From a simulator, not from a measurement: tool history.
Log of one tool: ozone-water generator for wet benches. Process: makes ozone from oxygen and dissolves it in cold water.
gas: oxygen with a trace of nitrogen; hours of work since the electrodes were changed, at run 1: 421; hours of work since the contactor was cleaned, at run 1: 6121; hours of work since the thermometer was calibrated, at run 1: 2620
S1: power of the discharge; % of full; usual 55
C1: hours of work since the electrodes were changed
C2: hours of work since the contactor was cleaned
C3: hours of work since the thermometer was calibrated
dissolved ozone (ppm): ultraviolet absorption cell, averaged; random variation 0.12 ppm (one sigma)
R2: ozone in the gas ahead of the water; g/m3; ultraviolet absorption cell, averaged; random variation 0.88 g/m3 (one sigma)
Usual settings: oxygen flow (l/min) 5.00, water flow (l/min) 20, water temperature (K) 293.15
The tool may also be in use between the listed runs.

{"run": 1, "hour": 0.0, "S1": 55, "oxygen flow (l/min)": 5.0, "water flow (l/min)": 20, "water temperature (K)": 293.15, "C1": 421, "C2": 6121, "C3": 2620, "dissolved ozone (ppm)": 16.0, "R2": 143.3}
{"run": 2, "hour": 44.7, "S1": 55, "oxygen flow (l/min)": 5.0, "water flow (l/min)": 20, "water temperature (K)": 293.15, "C1": 453, "C2": 6153, "C3": 2652, "dissolved ozone (ppm)": 15.9, "R2": 145.9}
{"run": 3, "hour": 67.1, "S1": 55, "oxygen flow (l/min)": 5.0, "water flow (l/min)": 20, "water temperature (K)": 293.15, "C1": 469, "C2": 6169, "C3": 2668, "dissolved ozone (ppm)": 15.8, "R2": 144.3}
{"run": 4, "hour": 92.5, "S1": 55, "oxygen flow (l/min)": 5.0, "water flow (l/min)": 20, "water temperature (K)": 293.15, "C1": 487, "C2": 6187, "C3": 2686, "dissolved ozone (ppm)": 15.6, "R2": 145.4}
{"run": 5, "hour": 119.0, "S1": 55, "oxygen flow (l/min)": 5.0, "water flow (l/min)": 20, "water temperature (K)": 293.15, "C1": 506, "C2": 6206, "C3": 2705, "dissolved ozone (ppm)": 15.9, "R2": 143.3}
{"run": 6, "hour": 163.8, "S1": 55, "oxygen flow (l/min)": 5.0, "water flow (l/min)": 20, "water temperature (K)": 293.15, "C1": 539, "C2": 6238, "C3": 2737, "dissolved ozone (ppm)": 16.1, "R2": 145.7}
{"run": 7, "hour": 208.0, "S1": 55, "oxygen flow (l/min)": 8.58, "water flow (l/min)": 20, "water temperature (K)": 293.15, "C1": 570, "C2": 6270, "C3": 2769, "dissolved ozone (ppm)": 14.2, "R2": 99.4}
{"run": 8, "hour": 241.7, "S1": 55, "oxygen flow (l/min)": 5.0, "water flow (l/min)": 20, "water temperature (K)": 293.15, "C1": 594, "C2": 6294, "C3": 2793, "dissolved ozone (ppm)": 15.9, "R2": 144.7}
{"run": 9, "hour": 262.1, "S1": 55, "oxygen flow (l/min)": 5.0, "water flow (l/min)": 20, "water temperature (K)": 293.15, "C1": 609, "C2": 6308, "C3": 2807, "dissolved ozone (ppm)": 15.9, "R2": 145.1}
{"run": 10, "hour": 284.8, "S1": 55, "oxygen flow (l/min)": 5.0, "water flow (l/min)": 20, "water temperature (K)": 298.15, "C1": 625, "C2": 6325, "C3": 2824, "dissolved ozone (ppm)": 14.7, "R2": 145.6}
{"run": 11, "hour": 313.5, "S1": 55, "oxygen flow (l/min)": 5.0, "water flow (l/min)": 20, "water temperature (K)": 298.15, "C1": 646, "C2": 6345, "C3": 2844, "dissolved ozone (ppm)": 14.7, "R2": 145.7}
{"run": 12, "hour": 339.1, "S1": 55, "oxygen flow (l/min)": 5.0, "water flow (l/min)": 20, "water temperature (K)": 298.15, "C1": 664, "C2": 6363, "C3": 2863, "dissolved ozone (ppm)": 14.7, "R2": 143.9}
{"run": 13, "hour": 383.8, "S1": 88, "oxygen flow (l/min)": 4.73, "water flow (l/min)": 20, "water temperature (K)": 293.15, "C1": 696, "C2": 6395, "C3": 2895, "dissolved ozone (ppm)": 24.3, "R2": 229.5}
{"run": 14, "hour": 419.1, "S1": 88, "oxygen flow (l/min)": 4.73, "water flow (l/min)": 22, "water temperature (K)": 296.15, "C1": 721, "C2": 6421, "C3": 2920, "dissolved ozone (ppm)": 21.6, "R2": 230.1}
{"run": 15, "hour": 458.0, "S1": 55, "oxygen flow (l/min)": 3.18, "water flow (l/min)": 20, "water temperature (K)": 288.15, "C1": 749, "C2": 6449, "C3": 2948, "dissolved ozone (ppm)": 17.3, "R2": 197.1}
{"run": 16, "hour": 502.4, "S1": 73, "oxygen flow (l/min)": 3.18, "water flow (l/min)": 20, "water temperature (K)": 296.15, "C1": 781, "C2": 6480, "C3": 2979, "dissolved ozone (ppm)": 20.3, "R2": 253.5}
{"hour": 508.4, "done": "contactor cleaned"}
{"run": 17, "hour": 536.2, "S1": 73, "oxygen flow (l/min)": 3.18, "water flow (l/min)": 20, "water temperature (K)": 296.15, "C1": 802, "C2": 20, "C3": 3001, "dissolved ozone (ppm)": 19.9, "R2": 253.1}
{"run": 18, "hour": 571.7, "S1": 73, "oxygen flow (l/min)": 3.18, "water flow (l/min)": 20, "water temperature (K)": 292.15, "C1": 828, "C2": 45, "C3": 3026, "dissolved ozone (ppm)": 21.2, "R2": 251.9}
{"run": 19, "hour": 602.5, "S1": 65, "oxygen flow (l/min)": 2.82, "water flow (l/min)": 12, "water temperature (K)": 293.15, "C1": 850, "C2": 67, "C3": 3048, "dissolved ozone (ppm)": 28.4, "R2": 246.8}
{"run": 20, "hour": 639.6, "S1": 65, "oxygen flow (l/min)": 2.82, "water flow (l/min)": 12, "water temperature (K)": 293.15, "C1": 876, "C2": 94, "C3": 3075, "dissolved ozone (ppm)": 28.7, "R2": 245.6}
{"run": 21, "hour": 657.8, "S1": 65, "oxygen flow (l/min)": 2.82, "water flow (l/min)": 12, "water temperature (K)": 293.15, "C1": 889, "C2": 107, "C3": 3088, "dissolved ozone (ppm)": 28.5, "R2": 246.2}
{"run": 22, "hour": 689.5, "S1": 55, "oxygen flow (l/min)": 4.79, "water flow (l/min)": 20, "water temperature (K)": 295.15, "C1": 912, "C2": 130, "C3": 3111, "dissolved ozone (ppm)": 15.3, "R2": 148.5}

3 ways to go on from here, each from the tool as it stands after run 22. What would each give?
{"hour": 713.6, "done": "contactor cleaned, once more"}
{"run": "A", "hour": 718.3, "S1": 46, "oxygen flow (l/min)": 3.14, "water flow (l/min)": 24, "water temperature (K)": 295.15, "C1": 930, "C2": 3, "C3": 3128, "dissolved ozone (ppm)": "?", "R2": "?"}
{"hour": 713.6, "done": "contactor cleaned, once more"}
{"run": "B", "hour": 718.3, "S1": 55, "oxygen flow (l/min)": 5.0, "water flow (l/min)": 24, "water temperature (K)": 301.15, "C1": 930, "C2": 3, "C3": 3128, "dissolved ozone (ppm)": "?", "R2": "?"}
{"hour": 713.6, "done": "contactor cleaned, once more"}
{"run": "C", "hour": 718.3, "S1": 82, "oxygen flow (l/min)": 3.05, "water flow (l/min)": 12, "water temperature (K)": 295.15, "C1": 930, "C2": 3, "C3": 3128, "dissolved ozone (ppm)": "?", "R2": "?"}

run=A dissolved_ozone_(ppm)=11.9 R2=169.6
run=B dissolved_ozone_(ppm)=12.4 R2=144.9
run=C dissolved_ozone_(ppm)=34.3 R2=287.8
Without the tool's hidden state the same runs would have given:
run=A dissolved_ozone_(ppm)=12.0 R2=170.0
run=B dissolved_ozone_(ppm)=12.5 R2=145.3
run=C dissolved_ozone_(ppm)=34.7 R2=289.0

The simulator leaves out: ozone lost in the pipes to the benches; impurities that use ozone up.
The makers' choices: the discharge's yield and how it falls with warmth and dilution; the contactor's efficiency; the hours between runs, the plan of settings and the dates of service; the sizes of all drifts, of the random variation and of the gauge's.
